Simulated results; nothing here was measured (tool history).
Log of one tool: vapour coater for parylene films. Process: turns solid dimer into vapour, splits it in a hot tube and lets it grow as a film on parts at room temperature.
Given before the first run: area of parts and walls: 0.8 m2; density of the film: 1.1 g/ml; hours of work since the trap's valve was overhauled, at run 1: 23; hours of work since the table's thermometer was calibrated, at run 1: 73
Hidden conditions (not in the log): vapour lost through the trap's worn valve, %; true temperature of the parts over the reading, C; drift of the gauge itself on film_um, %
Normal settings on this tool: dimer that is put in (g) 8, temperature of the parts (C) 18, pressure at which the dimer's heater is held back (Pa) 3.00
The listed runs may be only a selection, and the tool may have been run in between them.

| run | day | dimer that is put in (g) | temperature of the parts (C) | pressure at which the dimer's heater is held back (Pa) | hours of work since the trap's valve was overhauled | hours of work since the table's thermometer was calibrated | thickness of the film (µm) |
|---|---|---|---|---|---|---|---|
| 1 | 0.000 | 8 | 18 | 3.00 | 23 | 73 | 5.86 |
| 2 | 0.808 | 8 | 18 | 3.00 | 33 | 84 | 5.89 |
| 3 | 1.979 | 8 | 18 | 3.00 | 48 | 99 | 5.86 |
| 4 | 3.008 | 8 | 18 | 3.00 | 61 | 112 | 5.85 |
| 5 | 3.967 | 8 | 18 | 3.00 | 74 | 124 | 5.83 |
| 6 | 5.200 | 8 | 18 | 3.00 | 89 | 140 | 5.83 |
| 7 | 6.217 | 8 | 18 | 3.01 | 102 | 153 | 5.85 |
| 8 | 7.554 | 8 | 18 | 3.00 | 119 | 170 | 5.88 |
| 9 | 8.717 | 8 | 18 | 3.00 | 134 | 184 | 5.84 |
| 10 | 9.942 | 8 | 18 | 3.00 | 150 | 200 | 5.87 |
| 11 | 10.546 | 8 | 18 | 3.00 | 157 | 208 | 5.81 |
| 12 | 11.829 | 8 | 18 | 3.00 | 174 | 224 | 5.83 |
| 13 | 12.538 | 8 | 18 | 3.00 | 183 | 233 | 5.86 |
| 14 | 13.417 | 8 | 18 | 3.00 | 194 | 244 | 5.81 |
| 15 | 14.221 | 8 | 18 | 3.00 | 204 | 254 | 5.90 |
| 16 | 15.162 | 8 | 18 | 3.00 | 216 | 266 | 5.77 |
| 17 | 16.579 | 8 | 18 | 5.36 | 234 | 285 | 5.46 |
| 18 | 17.475 | 8 | 18 | 5.36 | 246 | 296 | 5.47 |
| 19 | 18.438 | 8 | 18 | 5.36 | 258 | 308 | 5.43 |
| 20 | 19.021 | 8 | 18 | 3.00 | 265 | 316 | 5.83 |
| 21 | 20.417 | 3 | 18 | 3.00 | 283 | 333 | 2.25 |
| 22 | 21.379 | 3 | 18 | 3.00 | 295 | 346 | 2.18 |
| 23 | 22.458 | 8 | 18 | 3.00 | 309 | 359 | 5.85 |
| 24 | 23.508 | 7 | 18 | 10.12 | 323 | 373 | 4.35 |
|  | 23.875 | trap's valve overhauled |
| 25 | 24.850 | 7 | 18 | 10.12 | 12 | 388 | 4.39 |
| 26 | 25.750 | 7 | 12 | 3.38 | 24 | 399 | 6.20 |
| 27 | 26.362 | 14 | 24 | 3.45 | 32 | 407 | 8.22 |
| 28 | 27.108 | 8 | 26 | 5.90 | 41 | 417 | 4.15 |
| 29 | 28.054 | 4 | 18 | 2.79 | 53 | 429 | 2.99 |
| 30 | 29.208 | 4 | 18 | 2.79 | 68 | 443 | 2.98 |
| 31 | 29.917 | 3 | 18 | 3.37 | 77 | 452 | 2.16 |
| 32 | 31.008 | 3 | 18 | 3.37 | 91 | 466 | 2.19 |
| 33 | 32.442 | 10 | 16 | 2.06 | 109 | 484 | 8.16 |
| 34 | 33.029 | 9 | 16 | 2.83 | 117 | 492 | 7.13 |
| 35 | 33.667 | 9 | 16 | 2.83 | 125 | 500 | 7.08 |
| 36 | 34.288 | 9 | 16 | 2.83 | 133 | 508 | 7.17 |
| 37 | 35.521 | 8 | 18 | 5.56 | 148 | 524 | 5.45 |
| 38 | 36.125 | 11 | 27 | 5.56 | 156 | 531 | 5.44 |
| 39 | 37.350 | 7 | 27 | 11.71 | 172 | 547 | 3.24 |
| 40 | 38.696 | 8 | 23 | 4.46 | 189 | 564 | 4.76 |
| 41 | 39.842 | 11 | 27 | 5.10 | 203 | 579 | 5.54 |
| 42 | 40.975 | 11 | 20 | 3.40 | 218 | 593 | 7.34 |
| 43 | 42.333 | 11 | 25 | 10.58 | 235 | 610 | 5.33 |
| 44 | 43.704 | 5 | 26 | 5.02 | 253 | 628 | 2.63 |
| 45 | 45.033 | 5 | 26 | 5.02 | 270 | 645 | 2.54 |
| 46 | 45.650 | 8 | 18 | 6.89 | 277 | 653 | 5.22 |

Consider 3 possible next runs. They are alternatives, not a sequence: every one starts from the tool as it was left by run 46. What does each give?
| A | 46.242 | 8 | 15 | 4.39 | 285 | 660 | ? |
| B | 46.242 | 7 | 14 | 6.89 | 285 | 660 | ? |
| C | 46.242 | 9 | 18 | 6.89 | 285 | 660 | ? |

| run | thickness of the film (µm) |
|---|---|
| A | 6.23 |
| B | 5.23 |
| C | 5.91 |
With no hidden state in the tool, these same runs would have given:
| run | thickness of the film (µm) |
|---|---|
| A | 6.27 |
| B | 5.26 |
| C | 5.94 |
